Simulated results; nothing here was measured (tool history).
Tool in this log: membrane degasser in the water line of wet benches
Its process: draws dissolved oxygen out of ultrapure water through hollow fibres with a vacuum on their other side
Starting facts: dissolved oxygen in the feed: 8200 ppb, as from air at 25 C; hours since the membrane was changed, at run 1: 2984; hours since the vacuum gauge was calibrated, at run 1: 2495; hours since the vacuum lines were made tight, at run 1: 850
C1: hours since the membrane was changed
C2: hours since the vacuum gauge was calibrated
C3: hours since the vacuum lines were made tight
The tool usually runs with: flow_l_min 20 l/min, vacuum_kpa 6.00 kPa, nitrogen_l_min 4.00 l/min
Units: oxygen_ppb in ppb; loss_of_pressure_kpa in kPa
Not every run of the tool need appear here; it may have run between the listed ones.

run 1 day=0.000 | flow_l_min=20 vacuum_kpa=6.00 nitrogen_l_min=4.00 | C1=2984 C2=2495 C3=850 | oxygen_ppb=76.2 loss_of_pressure_kpa=61.43
run 2 day=4.021 | flow_l_min=20 vacuum_kpa=6.00 nitrogen_l_min=4.00 | C1=3080 C2=2591 C3=947 | oxygen_ppb=74.5 loss_of_pressure_kpa=61.39
run 3 day=6.650 | flow_l_min=20 vacuum_kpa=6.00 nitrogen_l_min=10.28 | C1=3143 C2=2654 C3=1010 | oxygen_ppb=54.0 loss_of_pressure_kpa=61.52
run 4 day=10.921 | flow_l_min=20 vacuum_kpa=6.00 nitrogen_l_min=10.28 | C1=3246 C2=2757 C3=1112 | oxygen_ppb=54.5 loss_of_pressure_kpa=61.48
run 5 day=14.071 | flow_l_min=20 vacuum_kpa=6.00 nitrogen_l_min=10.28 | C1=3321 C2=2832 C3=1188 | oxygen_ppb=53.7 loss_of_pressure_kpa=61.17
run 6 day=18.633 | flow_l_min=20 vacuum_kpa=6.00 nitrogen_l_min=4.00 | C1=3431 C2=2942 C3=1297 | oxygen_ppb=76.4 loss_of_pressure_kpa=61.55
run 7 day=23.192 | flow_l_min=20 vacuum_kpa=6.00 nitrogen_l_min=4.00 | C1=3540 C2=3051 C3=1407 | oxygen_ppb=76.9 loss_of_pressure_kpa=61.64
run 8 day=28.133 | flow_l_min=20 vacuum_kpa=6.00 nitrogen_l_min=4.00 | C1=3659 C2=3170 C3=1525 | oxygen_ppb=76.7 loss_of_pressure_kpa=61.76
run 9 day=30.512 | flow_l_min=20 vacuum_kpa=6.00 nitrogen_l_min=4.00 | C1=3716 C2=3227 C3=1582 | oxygen_ppb=75.6 loss_of_pressure_kpa=61.87
run 10 day=33.617 | flow_l_min=20 vacuum_kpa=6.00 nitrogen_l_min=4.00 | C1=3791 C2=3302 C3=1657 | oxygen_ppb=77.7 loss_of_pressure_kpa=61.88
-- day=36.692 vacuum gauge calibrated
run 11 day=37.462 | flow_l_min=20 vacuum_kpa=6.00 nitrogen_l_min=4.00 | C1=3882 C2=19 C3=1749 | oxygen_ppb=74.2 loss_of_pressure_kpa=61.56
run 12 day=41.508 | flow_l_min=30 vacuum_kpa=11.26 nitrogen_l_min=4.00 | C1=3979 C2=116 C3=1846 | oxygen_ppb=222.2 loss_of_pressure_kpa=92.78
run 13 day=45.758 | flow_l_min=13 vacuum_kpa=4.95 nitrogen_l_min=4.93 | C1=4082 C2=218 C3=1948 | oxygen_ppb=29.9 loss_of_pressure_kpa=40.24
run 14 day=49.254 | flow_l_min=16 vacuum_kpa=4.95 nitrogen_l_min=4.93 | C1=4165 C2=302 C3=2032 | oxygen_ppb=39.9 loss_of_pressure_kpa=49.40
run 15 day=52.071 | flow_l_min=16 vacuum_kpa=4.95 nitrogen_l_min=4.93 | C1=4233 C2=369 C3=2099 | oxygen_ppb=41.5 loss_of_pressure_kpa=49.42
run 16 day=54.258 | flow_l_min=20 vacuum_kpa=4.47 nitrogen_l_min=4.00 | C1=4285 C2=422 C3=2152 | oxygen_ppb=56.3 loss_of_pressure_kpa=61.74
run 17 day=56.667 | flow_l_min=27 vacuum_kpa=4.79 nitrogen_l_min=4.00 | C1=4343 C2=479 C3=2210 | oxygen_ppb=94.6 loss_of_pressure_kpa=83.30
run 18 day=61.433 | flow_l_min=27 vacuum_kpa=4.79 nitrogen_l_min=4.00 | C1=4458 C2=594 C3=2324 | oxygen_ppb=95.1 loss_of_pressure_kpa=83.24
run 19 day=65.762 | flow_l_min=15 vacuum_kpa=6.00 nitrogen_l_min=4.00 | C1=4562 C2=698 C3=2428 | oxygen_ppb=49.9 loss_of_pressure_kpa=46.63
run 20 day=70.329 | flow_l_min=24 vacuum_kpa=12.98 nitrogen_l_min=7.85 | C1=4671 C2=807 C3=2538 | oxygen_ppb=130.1 loss_of_pressure_kpa=74.10
run 21 day=72.779 | flow_l_min=24 vacuum_kpa=12.98 nitrogen_l_min=7.85 | C1=4730 C2=866 C3=2596 | oxygen_ppb=130.7 loss_of_pressure_kpa=73.73
run 22 day=76.762 | flow_l_min=20 vacuum_kpa=10.04 nitrogen_l_min=4.00 | C1=4826 C2=962 C3=2692 | oxygen_ppb=127.2 loss_of_pressure_kpa=61.50

5 ways to go on from here, each from the tool as it stands after run 22. What would each give?
run A day=80.221 | flow_l_min=20 vacuum_kpa=13.22 nitrogen_l_min=2.38 | C1=4909 C2=1045 C3=2775 | oxygen_ppb=? loss_of_pressure_kpa=?
run B day=80.221 | flow_l_min=22 vacuum_kpa=5.44 nitrogen_l_min=3.40 | C1=4909 C2=1045 C3=2775 | oxygen_ppb=? loss_of_pressure_kpa=?
run C day=80.221 | flow_l_min=14 vacuum_kpa=10.04 nitrogen_l_min=11.51 | C1=4909 C2=1045 C3=2775 | oxygen_ppb=? loss_of_pressure_kpa=?
run D day=80.221 | flow_l_min=13 vacuum_kpa=6.00 nitrogen_l_min=2.48 | C1=4909 C2=1045 C3=2775 | oxygen_ppb=? loss_of_pressure_kpa=?
run E day=80.221 | flow_l_min=15 vacuum_kpa=10.04 nitrogen_l_min=7.67 | C1=4909 C2=1045 C3=2775 | oxygen_ppb=? loss_of_pressure_kpa=?

run=A oxygen_ppb=236.4 loss_of_pressure_kpa=61.98
run=B oxygen_ppb=84.8 loss_of_pressure_kpa=68.34
run=C oxygen_ppb=42.6 loss_of_pressure_kpa=43.41
run=D oxygen_ppb=55.6 loss_of_pressure_kpa=40.04
run=E oxygen_ppb=58.2 loss_of_pressure_kpa=46.27
Had the tool no hidden state, the same runs would have come out as:
run=A oxygen_ppb=229.7 loss_of_pressure_kpa=60.31
run=B oxygen_ppb=78.1 loss_of_pressure_kpa=66.50
run=C oxygen_ppb=39.1 loss_of_pressure_kpa=42.24
run=D oxygen_ppb=52.3 loss_of_pressure_kpa=38.96
run=E oxygen_ppb=54.2 loss_of_pressure_kpa=45.03
